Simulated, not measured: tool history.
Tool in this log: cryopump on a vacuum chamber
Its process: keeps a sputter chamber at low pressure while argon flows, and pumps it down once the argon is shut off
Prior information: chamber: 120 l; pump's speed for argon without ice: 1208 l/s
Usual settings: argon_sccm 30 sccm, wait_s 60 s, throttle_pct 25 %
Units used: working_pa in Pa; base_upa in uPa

run     day  argon_sccm  wait_s  throttle_pct  working_pa  base_upa
  1   0.000          30      60            25      0.1726      2.40
  2   1.925          30      60            25      0.1733      2.50
  3   3.858          30      60            25      0.1741      2.49
  4   7.538          30      60            25      0.1748      2.54
  5  10.808          30      60            25      0.1747      2.57
  6  14.988          30      60            40      0.1115      2.66
  7  18.600          30      60            28      0.1582      2.72
  8  21.654          30      60            28      0.1590      2.71
  9  25.875          30      60            28      0.1571      2.80
 10  27.796          30      60            28      0.1597      2.82
 11  31.667          30      60            28      0.1583      2.91
 12  34.329          13      60            55      0.0381      2.94
 13  37.142          31     201            55      0.0899      1.72
 14  39.904          31     201            55      0.0909      1.73
     41.738  -- pump warmed up, emptied and cooled again
 15  43.983          58      79            34      0.2407      2.37
 16  45.908          12     124            34      0.0503      1.87
 17  48.471          12     124            34      0.0504      1.95
 18  51.867          27      36            18      0.2096      4.06

Forecast each of these 4 alternatives for the next run:
  A  53.821          30      42            20           ?         ?
  B  53.821          30      25            46           ?         ?
  C  53.821          15     198            53           ?         ?
  D  53.821          57     205            31           ?         ?

run  working_pa  base_upa
  A      0.2130      3.76
  B      0.0949      5.52
  C      0.0411      1.72
  D      0.2639      1.64
With the hidden condition removed and each run's random variation left untouched, the same runs would have given:
run  working_pa  base_upa
  A      0.2104      2.87
  B      0.0923      4.63
  C      0.0398      0.83
  D      0.2589      0.76

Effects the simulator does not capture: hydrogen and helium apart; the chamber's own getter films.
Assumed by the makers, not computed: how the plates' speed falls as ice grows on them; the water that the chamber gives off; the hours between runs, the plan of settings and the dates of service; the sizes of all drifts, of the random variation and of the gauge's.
